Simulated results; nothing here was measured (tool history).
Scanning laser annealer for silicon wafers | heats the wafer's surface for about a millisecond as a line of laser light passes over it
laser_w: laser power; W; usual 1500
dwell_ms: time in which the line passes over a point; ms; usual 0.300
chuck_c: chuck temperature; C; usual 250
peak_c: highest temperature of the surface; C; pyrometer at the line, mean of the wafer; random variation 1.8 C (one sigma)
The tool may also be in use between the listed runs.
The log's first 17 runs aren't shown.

run,hour,laser_w,dwell_ms,chuck_c,hours of work since the window was cleaned,hours of work since the power meter was calibrated,hours of work since the optics were aligned,peak_c
18,572.8,1500,0.300,255,166,1171,350,978
19,608.1,1500,0.300,285,184,1189,368,1006
20,642.1,1500,0.300,244,202,1207,386,966
21,689.1,1500,0.375,250,226,1232,410,1067
22,718.2,1500,0.375,250,241,1247,425,1065
23,745.0,1407,0.233,229,255,1261,439,823
24,783.5,1615,0.300,265,275,1281,459,1045
25,811.4,1516,0.252,235,290,1295,474,904
26,834.5,1378,0.344,237,302,1307,486,949
27,861.6,1378,0.221,211,316,1321,500,776
28,911.1,1495,0.230,250,342,1347,526,879
29,941.3,1305,0.300,250,357,1363,542,876

The next listed run, before its measurement:
30,983.7,1305,0.301,238,380,1385,564,?

peak_c: 868 C
Without the tool's hidden state the same run would have given peak_c 868 C.

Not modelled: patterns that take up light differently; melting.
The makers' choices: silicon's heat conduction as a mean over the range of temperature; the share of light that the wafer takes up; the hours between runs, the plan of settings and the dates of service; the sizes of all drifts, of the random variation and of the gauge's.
